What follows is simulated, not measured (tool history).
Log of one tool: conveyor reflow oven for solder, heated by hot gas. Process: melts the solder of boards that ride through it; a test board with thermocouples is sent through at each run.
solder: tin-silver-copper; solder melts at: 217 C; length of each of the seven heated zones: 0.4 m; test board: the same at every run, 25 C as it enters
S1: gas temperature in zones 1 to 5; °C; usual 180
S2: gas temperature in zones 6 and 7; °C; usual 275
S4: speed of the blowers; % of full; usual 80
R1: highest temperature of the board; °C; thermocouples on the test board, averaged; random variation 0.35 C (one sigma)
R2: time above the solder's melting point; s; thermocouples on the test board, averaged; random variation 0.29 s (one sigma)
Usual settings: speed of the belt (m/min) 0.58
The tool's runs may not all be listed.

run 1 hour=0 | S1=180 S2=275 speed_of_the_belt_(m/min)=0.58 S4=80 | R1=261 R2=70.8
run 2 hour=11.8 | S1=180 S2=275 speed_of_the_belt_(m/min)=0.526 S4=80 | R1=262.7 R2=79.8
run 3 hour=34.1 | S1=180 S2=275 speed_of_the_belt_(m/min)=0.526 S4=80 | R1=262.8 R2=80.3
run 4 hour=49.1 | S1=180 S2=275 speed_of_the_belt_(m/min)=0.58 S4=80 | R1=260.6 R2=71.4
run 5 hour=67.9 | S1=180 S2=275 speed_of_the_belt_(m/min)=0.58 S4=80 | R1=260.9 R2=70.9
run 6 hour=91.4 | S1=180 S2=287 speed_of_the_belt_(m/min)=0.58 S4=80 | R1=271.4 R2=76.1
run 7 hour=108.4 | S1=180 S2=275 speed_of_the_belt_(m/min)=0.474 S4=80 | R1=265.2 R2=91.2
run 8 hour=126.6 | S1=180 S2=275 speed_of_the_belt_(m/min)=0.474 S4=80 | R1=265.2 R2=90.3
run 9 hour=139.7 | S1=180 S2=275 speed_of_the_belt_(m/min)=0.474 S4=80 | R1=265.1 R2=89.7
run 10 hour=156.5 | S1=180 S2=275 speed_of_the_belt_(m/min)=0.474 S4=80 | R1=264.9 R2=90.2
run 11 hour=173.3 | S1=180 S2=275 speed_of_the_belt_(m/min)=0.474 S4=80 | R1=265 R2=90.8
run 12 hour=187.9 | S1=189 S2=275 speed_of_the_belt_(m/min)=0.58 S4=80 | R1=261.2 R2=75.5
run 13 hour=208.5 | S1=189 S2=275 speed_of_the_belt_(m/min)=0.58 S4=80 | R1=261.1 R2=75.3
-- hour=214.7 flux residue cleaned out of gas plates and filters
run 14 hour=236.6 | S1=180 S2=275 speed_of_the_belt_(m/min)=0.58 S4=80 | R1=260.7 R2=71.1
run 15 hour=256.6 | S1=180 S2=275 speed_of_the_belt_(m/min)=0.58 S4=80 | R1=260.5 R2=71.2
run 16 hour=279.5 | S1=180 S2=289 speed_of_the_belt_(m/min)=0.58 S4=80 | R1=273.4 R2=77.4
run 17 hour=293.6 | S1=175 S2=264 speed_of_the_belt_(m/min)=0.537 S4=80 | R1=252.1 R2=69.6
run 18 hour=309.2 | S1=181 S2=282 speed_of_the_belt_(m/min)=0.58 S4=80 | R1=266.1 R2=74.8
run 19 hour=321.3 | S1=181 S2=282 speed_of_the_belt_(m/min)=0.497 S4=80 | R1=270.9 R2=89.8
run 20 hour=335.7 | S1=181 S2=282 speed_of_the_belt_(m/min)=0.497 S4=80 | R1=270.7 R2=89.6
run 21 hour=353.8 | S1=168 S2=282 speed_of_the_belt_(m/min)=0.497 S4=60 | R1=263.2 R2=79.5
run 22 hour=376 | S1=182 S2=282 speed_of_the_belt_(m/min)=0.573 S4=60 | R1=261.2 R2=71.5
run 23 hour=388.2 | S1=169 S2=281 speed_of_the_belt_(m/min)=0.558 S4=60 | R1=257.8 R2=66.7
run 24 hour=404.4 | S1=180 S2=270 speed_of_the_belt_(m/min)=0.521 S4=80 | R1=258.5 R2=78.1
run 25 hour=418.4 | S1=180 S2=271 speed_of_the_belt_(m/min)=0.521 S4=61 | R1=254.7 R2=74.4
run 26 hour=433.7 | S1=180 S2=271 speed_of_the_belt_(m/min)=0.521 S4=61 | R1=255.3 R2=74
run 27 hour=451.3 | S1=180 S2=271 speed_of_the_belt_(m/min)=0.521 S4=61 | R1=253.6 R2=73.8
run 28 hour=466.7 | S1=180 S2=271 speed_of_the_belt_(m/min)=0.637 S4=75 | R1=251.7 R2=59.5
run 29 hour=478.3 | S1=188 S2=271 speed_of_the_belt_(m/min)=0.637 S4=51 | R1=245.4 R2=53.4
run 30 hour=498.5 | S1=180 S2=275 speed_of_the_belt_(m/min)=0.584 S4=80 | R1=259.6 R2=69.9
run 31 hour=510.8 | S1=177 S2=268 speed_of_the_belt_(m/min)=0.593 S4=56 | R1=244.7 R2=54.2

4 ways to go on from here, each from the tool as it stands after run 31. What would each give?
run A hour=534.3 | S1=180 S2=282 speed_of_the_belt_(m/min)=0.58 S4=80 | R1=? R2=?
run B hour=534.3 | S1=180 S2=275 speed_of_the_belt_(m/min)=0.58 S4=79 | R1=? R2=?
run C hour=534.3 | S1=187 S2=285 speed_of_the_belt_(m/min)=0.616 S4=56 | R1=? R2=?
run D hour=534.3 | S1=181 S2=275 speed_of_the_belt_(m/min)=0.487 S4=75 | R1=? R2=?

run=A R1=266.1 R2=74.2
run=B R1=259.8 R2=70.7
run=C R1=259.3 R2=67.4
run=D R1=263 R2=87.6
Without the tool's hidden state the same runs would have given:
run=A R1=268.9 R2=74.6
run=B R1=262.6 R2=71.4
run=C R1=261.7 R2=68
run=D R1=265.7 R2=88

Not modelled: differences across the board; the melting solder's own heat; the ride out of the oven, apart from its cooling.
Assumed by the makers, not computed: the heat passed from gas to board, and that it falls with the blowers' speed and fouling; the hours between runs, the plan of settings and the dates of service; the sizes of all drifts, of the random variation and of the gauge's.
